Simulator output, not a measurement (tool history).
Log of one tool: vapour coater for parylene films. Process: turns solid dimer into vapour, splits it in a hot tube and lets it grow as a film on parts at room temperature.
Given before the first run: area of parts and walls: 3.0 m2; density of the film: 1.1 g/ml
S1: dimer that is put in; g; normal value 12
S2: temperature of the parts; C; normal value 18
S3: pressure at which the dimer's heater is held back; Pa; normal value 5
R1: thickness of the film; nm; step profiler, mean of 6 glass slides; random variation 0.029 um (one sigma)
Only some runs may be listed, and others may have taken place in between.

Run 1, hour 0: usual settings. Result: R1 2750 nm.
Run 2, hour 16.3: usual settings but S2 15 C. Result: R1 3000 nm.
Run 3, hour 24.4: usual settings. Result: R1 2620 nm.
Run 4, hour 39.8: usual settings. Result: R1 2670 nm.
Run 5, hour 51.4: usual settings. Result: R1 2640 nm.
Run 6, hour 61.3: usual settings. Result: R1 2610 nm.
Run 7, hour 70: usual settings but S2 29 C. Result: R1 1640 nm.
Run 8, hour 80: usual settings but S2 29 C. Result: R1 1640 nm.
At hour 85.5: trap's valve overhauled.
Run 9, hour 96.6: usual settings but S2 15 C, S3 2.96 Pa. Result: R1 3220 nm.
Run 10, hour 109.3: usual settings but S2 15 C, S3 3.58 Pa. Result: R1 3120 nm.
At hour 126.5: trap's valve overhauled, once more.
Run 11, hour 126.5: usual settings but S1 6 g, S2 11 C, S3 10.69 Pa. Result: R1 1600 nm.
Run 12, hour 139.1: usual settings but S2 13 C. Result: R1 3300 nm.
Run 13, hour 155.6: usual settings but S1 14 g, S2 13 C, S3 5.71 Pa. Result: R1 3800 nm.
Run 14, hour 168.6: usual settings but S1 14 g, S2 30 C, S3 5.03 Pa. Result: R1 1860 nm.
Run 15, hour 180.4: usual settings but S1 9 g, S3 8.4 Pa. Result: R1 1890 nm.

Below are 3 alternative next runs, each starting from the tool's condition after run 15. Predict each:
Run A, hour 195.3: usual settings but S1 8 g, S2 12 C. Result: R1 ?.
Run B, hour 195.3: usual settings but S2 20 C. Result: R1 ?.
Run C, hour 195.3: usual settings but S1 16 g, S2 21 C, S3 9.78 Pa. Result: R1 ?.

run    R1
  A  2280
  B  2390
  C  2840
Without the tool's unlogged condition, the same runs would have read:
run    R1
  A  2330
  B  2450
  C  2910
